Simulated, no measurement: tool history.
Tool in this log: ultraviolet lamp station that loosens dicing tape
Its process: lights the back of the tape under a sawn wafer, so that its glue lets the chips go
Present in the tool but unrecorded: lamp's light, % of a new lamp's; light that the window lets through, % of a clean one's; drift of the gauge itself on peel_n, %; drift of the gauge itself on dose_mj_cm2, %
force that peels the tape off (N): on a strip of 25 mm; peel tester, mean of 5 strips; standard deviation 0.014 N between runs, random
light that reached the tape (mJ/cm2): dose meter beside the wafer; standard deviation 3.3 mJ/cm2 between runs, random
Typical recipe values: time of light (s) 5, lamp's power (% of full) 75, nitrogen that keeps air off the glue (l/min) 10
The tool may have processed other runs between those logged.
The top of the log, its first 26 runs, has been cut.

run,hour,time of light (s),lamp's power (% of full),nitrogen that keeps air off the glue (l/min),hours of work of the lamp,hours of work since the window was cleaned,force that peels the tape off (N),light that reached the tape (mJ/cm2)
27,498.1,4,86,6,629,118,2.117,351
28,518.5,4,99,4,640,129,2.286,396
29,537.8,6,91,8,650,139,0.764,547
30,549.6,6,79,7,656,145,1.132,470
31,567.3,5,98,10,665,154,0.795,483
32,587,2,63,10,676,164,5.231,124
33,597.4,2,63,10,681,170,5.111,129
34,615.5,2,68,4,690,179,6.093,128
35,632.5,2,68,4,699,188,6.187,127
36,657.2,2,68,4,712,201,6.172,129
37,673,5,84,16,720,209,0.868,393
38,687.4,5,84,16,728,217,0.889,394
39,706,8,70,7,738,226,0.943,521

What if the next run were any one of these 5? Each begins from the tool's condition after run 39:
A,722.1,4,96,5,746,235,?,?
B,722.1,3,75,10,746,235,?,?
C,722.1,5,80,10,746,235,?,?
D,722.1,8,91,12,746,235,?,?
E,722.1,4,75,10,746,235,?,?

run,force that peels the tape off (N),light that reached the tape (mJ/cm2)
A,2.347,360
B,3.312,209
C,1.35,373
D,0.369,681
E,2.259,279
The same runs, with their run-to-run variation unchanged, on a tool lacking any hidden condition would have given:
run,force that peels the tape off (N),light that reached the tape (mJ/cm2)
A,1.141,549
B,1.852,319
C,0.575,570
D,0.232,1041
E,1.084,427
